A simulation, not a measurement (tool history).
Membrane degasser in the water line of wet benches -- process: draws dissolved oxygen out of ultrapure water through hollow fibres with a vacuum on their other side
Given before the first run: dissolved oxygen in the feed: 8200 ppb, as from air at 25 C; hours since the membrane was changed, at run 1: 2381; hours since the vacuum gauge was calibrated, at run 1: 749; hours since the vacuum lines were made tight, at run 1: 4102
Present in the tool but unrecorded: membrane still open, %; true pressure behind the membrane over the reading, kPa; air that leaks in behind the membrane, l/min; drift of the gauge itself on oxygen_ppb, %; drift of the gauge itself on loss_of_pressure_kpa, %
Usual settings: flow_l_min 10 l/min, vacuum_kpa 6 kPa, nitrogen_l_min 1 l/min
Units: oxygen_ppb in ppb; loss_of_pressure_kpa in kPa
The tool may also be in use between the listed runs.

run	hour	flow_l_min	vacuum_kpa	nitrogen_l_min	hours since the membrane was changed	hours since the vacuum gauge was calibrated	hours since the vacuum lines were made tight	oxygen_ppb	loss_of_pressure_kpa
1	0	10	6	1	2381	749	4102	71.9	34.27
2	57.7	10	6	1	2439	807	4160	73.3	34.12
3	98.5	10	6	1	2479	848	4200	72.6	34.17
4	132.5	10	3.8	1	2513	882	4234	20.2	33.92
5	171.1	10	4.76	1	2552	920	4273	44	34.17
6	207.5	10	4.76	1	2588	957	4309	43.1	34.04
7	244	10	4.76	1	2625	993	4346	42.7	33.96
8	275.2	10	4.76	1	2656	1025	4377	43.9	34.03
9	313.8	10	4.76	1	2695	1063	4416	44	34.21
10	363.7	10	4.76	1	2745	1113	4466	43.6	34.4
11	400.8	10	4.76	1	2782	1150	4503	44.7	34.21
12	440.7	10	6	1	2822	1190	4543	75.4	34.44
13	490.7	10	6	1	2872	1240	4593	73.2	34.12
14	529.3	10	6	1	2910	1279	4631	73.8	33.98
15	574.6	10	6	1	2955	1324	4677	74.4	34.36
16	603.4	6	6	1	2984	1353	4705	45.1	20.5
17	631.1	6	6	1	3012	1381	4733	44.3	20.04
18	690.3	9	10.2	2.57	3071	1440	4792	67.2	30.82
19	733.1	9	10.2	2.57	3114	1483	4835	67.4	31.17
20	784.7	9	10.2	0.83	3166	1534	4887	187.9	30.8
21	814.6	9	10.2	0.51	3196	1564	4917	285.3	30.91
22	862.3	7	10.2	0.51	3243	1612	4964	231.6	23.92
23	915.7	10	8.82	1.76	3297	1665	5018	88	34.42
24	948.6	12	6	0.53	3329	1698	5051	150.7	41.32
25	993.8	12	6	0.53	3375	1743	5096	150.1	41.26
26	1029.8	9	8.67	1.62	3411	1779	5132	80.9	30.89
27	1058.8	9	7.72	1	3440	1808	5161	105.6	30.76
28	1090	7	11.46	1	3471	1839	5192	149.9	24.06
29	1137.4	11	5.58	2.68	3518	1887	5239	31.4	37.67
30	1170.9	11	5.58	2.68	3552	1920	5273	32.1	37.62
31	1212.6	14	5.25	2.34	3594	1962	5315	42.2	48.15
32	1270.8	14	5.25	2.34	3652	2020	5373	43.5	48.22
33	1331.3	15	13.91	0.96	3712	2081	5433	385	51.15

3 options for the next run, each taken on its own from the tool as it stands now. Forecast them:
A	1377.1	10	13.71	1	3758	2126	5479	?	?
B	1377.1	10	6	1.58	3758	2126	5479	?	?
C	1377.1	9	5.99	1	3758	2126	5479	?	?

run	oxygen_ppb	loss_of_pressure_kpa
A	255.1	34.33
B	51	34.33
C	66.8	30.96
Without the tool's hidden state the same runs would have given:
run	oxygen_ppb	loss_of_pressure_kpa
A	244	33.58
B	47.2	33.58
C	62.1	30.28
